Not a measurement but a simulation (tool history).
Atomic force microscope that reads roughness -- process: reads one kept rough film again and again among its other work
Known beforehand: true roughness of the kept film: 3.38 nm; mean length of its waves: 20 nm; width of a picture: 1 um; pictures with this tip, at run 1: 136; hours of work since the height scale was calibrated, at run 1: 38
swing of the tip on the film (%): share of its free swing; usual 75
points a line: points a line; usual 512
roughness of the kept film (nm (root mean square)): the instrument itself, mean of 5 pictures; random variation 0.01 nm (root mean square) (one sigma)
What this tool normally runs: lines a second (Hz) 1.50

| run | hour | lines a second (Hz) | swing of the tip on the film (%) | points a line | pictures with this tip | hours of work since the height scale was calibrated | roughness of the kept film (nm (root mean square)) |
|---|---|---|---|---|---|---|---|
| 1 | 0.0 | 1.50 | 75 | 512 | 136 | 38 | 2.325 |
| 2 | 5.1 | 1.50 | 75 | 512 | 143 | 42 | 2.323 |
| 3 | 13.8 | 1.50 | 75 | 512 | 153 | 48 | 2.320 |
|  | 16.9 | new tip fitted |
| 4 | 19.9 | 1.50 | 75 | 512 | 4 | 51 | 2.336 |
| 5 | 28.2 | 1.50 | 75 | 512 | 14 | 57 | 2.339 |
| 6 | 34.5 | 1.50 | 75 | 512 | 22 | 61 | 2.347 |
| 7 | 42.2 | 1.50 | 75 | 413 | 32 | 66 | 2.318 |
| 8 | 48.9 | 1.50 | 75 | 413 | 40 | 70 | 2.327 |
| 9 | 52.9 | 1.50 | 75 | 413 | 45 | 73 | 2.323 |
| 10 | 62.3 | 1.50 | 75 | 512 | 57 | 79 | 2.330 |
| 11 | 71.0 | 1.50 | 75 | 512 | 68 | 85 | 2.341 |
| 12 | 77.9 | 1.50 | 75 | 512 | 77 | 89 | 2.321 |
| 13 | 82.7 | 1.50 | 75 | 512 | 83 | 93 | 2.313 |
| 14 | 92.2 | 1.50 | 75 | 512 | 95 | 99 | 2.318 |
| 15 | 97.3 | 1.50 | 75 | 512 | 101 | 102 | 2.317 |
| 16 | 106.4 | 1.50 | 90 | 868 | 113 | 108 | 2.192 |
| 17 | 113.8 | 1.50 | 90 | 868 | 122 | 113 | 2.193 |
| 18 | 120.6 | 0.56 | 75 | 336 | 131 | 118 | 2.383 |
| 19 | 125.5 | 3.05 | 75 | 419 | 137 | 121 | 2.166 |
| 20 | 134.3 | 3.05 | 81 | 757 | 148 | 127 | 2.083 |
|  | 141.9 | new tip fitted |
| 21 | 141.9 | 1.25 | 81 | 323 | 0 | 131 | 2.271 |
| 22 | 146.3 | 2.64 | 82 | 670 | 5 | 134 | 2.123 |
| 23 | 150.3 | 1.85 | 79 | 813 | 10 | 137 | 2.282 |
| 24 | 156.0 | 1.72 | 77 | 804 | 18 | 141 | 2.309 |
| 25 | 164.3 | 1.72 | 77 | 804 | 28 | 146 | 2.304 |
| 26 | 169.0 | 1.72 | 77 | 804 | 34 | 149 | 2.317 |
| 27 | 175.6 | 1.72 | 77 | 804 | 42 | 154 | 2.290 |
| 28 | 180.8 | 1.72 | 77 | 804 | 49 | 157 | 2.294 |
| 29 | 190.4 | 3.04 | 77 | 394 | 61 | 163 | 2.123 |

What if the next run were any one of these 4? Each begins from the tool's condition after run 29:
| A | 199.2 | 0.65 | 77 | 256 | 72 | 169 | ? |
| B | 199.2 | 1.48 | 77 | 512 | 72 | 169 | ? |
| C | 199.2 | 3.04 | 77 | 792 | 72 | 169 | ? |
| D | 199.2 | 1.77 | 60 | 612 | 72 | 169 | ? |

| run | roughness of the kept film (nm (root mean square)) |
|---|---|
| A | 2.340 |
| B | 2.323 |
| C | 2.162 |
| D | 2.422 |
Take away the tool's hidden state, keep each run's random variation, and the runs would have read:
| run | roughness of the kept film (nm (root mean square)) |
|---|---|
| A | 2.346 |
| B | 2.329 |
| C | 2.168 |
| D | 2.429 |

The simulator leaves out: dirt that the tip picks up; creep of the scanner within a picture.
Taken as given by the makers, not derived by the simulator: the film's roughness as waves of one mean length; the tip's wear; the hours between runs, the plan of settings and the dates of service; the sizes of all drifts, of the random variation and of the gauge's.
